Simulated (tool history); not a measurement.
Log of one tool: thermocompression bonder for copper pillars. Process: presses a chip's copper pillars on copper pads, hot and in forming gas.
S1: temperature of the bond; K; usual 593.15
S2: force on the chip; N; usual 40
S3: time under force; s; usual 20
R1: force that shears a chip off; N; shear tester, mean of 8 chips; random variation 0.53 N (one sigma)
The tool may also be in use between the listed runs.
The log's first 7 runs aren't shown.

{"run": 8, "hour": 331.1, "S1": 593.15, "S2": 40, "S3": 20, "R1": 35.3}
{"run": 9, "hour": 390.0, "S1": 593.15, "S2": 40, "S3": 20, "R1": 33.6}
{"hour": 394.3, "done": "forming gas filter changed"}
{"run": 10, "hour": 447.3, "S1": 593.15, "S2": 40, "S3": 20, "R1": 37.1}
{"run": 11, "hour": 494.1, "S1": 593.15, "S2": 40, "S3": 20, "R1": 34.8}
{"run": 12, "hour": 567.0, "S1": 593.15, "S2": 40, "S3": 20, "R1": 34.9}
{"run": 13, "hour": 635.0, "S1": 601.15, "S2": 40, "S3": 20, "R1": 37.5}
{"hour": 661.5, "done": "forming gas filter changed"}
{"run": 14, "hour": 694.6, "S1": 593.15, "S2": 32, "S3": 20, "R1": 31.4}
{"run": 15, "hour": 742.1, "S1": 593.15, "S2": 32, "S3": 49, "R1": 44.2}
{"run": 16, "hour": 796.6, "S1": 593.15, "S2": 32, "S3": 49, "R1": 42.8}
{"hour": 803.7, "done": "heater calibrated with a thermocouple chip"}
{"run": 17, "hour": 867.0, "S1": 593.15, "S2": 32, "S3": 49, "R1": 41.5}
{"run": 18, "hour": 906.4, "S1": 593.15, "S2": 40, "S3": 42, "R1": 44.3}
{"hour": 927.2, "done": "forming gas filter changed"}
{"run": 19, "hour": 938.5, "S1": 593.15, "S2": 40, "S3": 42, "R1": 46.2}
{"run": 20, "hour": 977.3, "S1": 593.15, "S2": 40, "S3": 42, "R1": 46.4}
{"run": 21, "hour": 1032.9, "S1": 601.15, "S2": 57, "S3": 50, "R1": 59.5}
{"run": 22, "hour": 1080.0, "S1": 590.15, "S2": 41, "S3": 25, "R1": 35.3}
{"run": 23, "hour": 1126.9, "S1": 593.15, "S2": 43, "S3": 22, "R1": 35}
{"hour": 1175.7, "done": "heater calibrated with a thermocouple chip, once more"}
{"run": 24, "hour": 1177.8, "S1": 593.15, "S2": 54, "S3": 25, "R1": 47.7}
{"hour": 1195.8, "done": "forming gas filter changed"}
{"run": 25, "hour": 1236.1, "S1": 607.15, "S2": 36, "S3": 18, "R1": 44.2}

The next listed run, before its measurement:
{"run": 26, "hour": 1271.9, "S1": 607.15, "S2": 36, "S3": 18, "R1": "?"}

Run 26 gave R1 43.5 N.
Without the tool's hidden state the same run would have given R1 42.6 N.
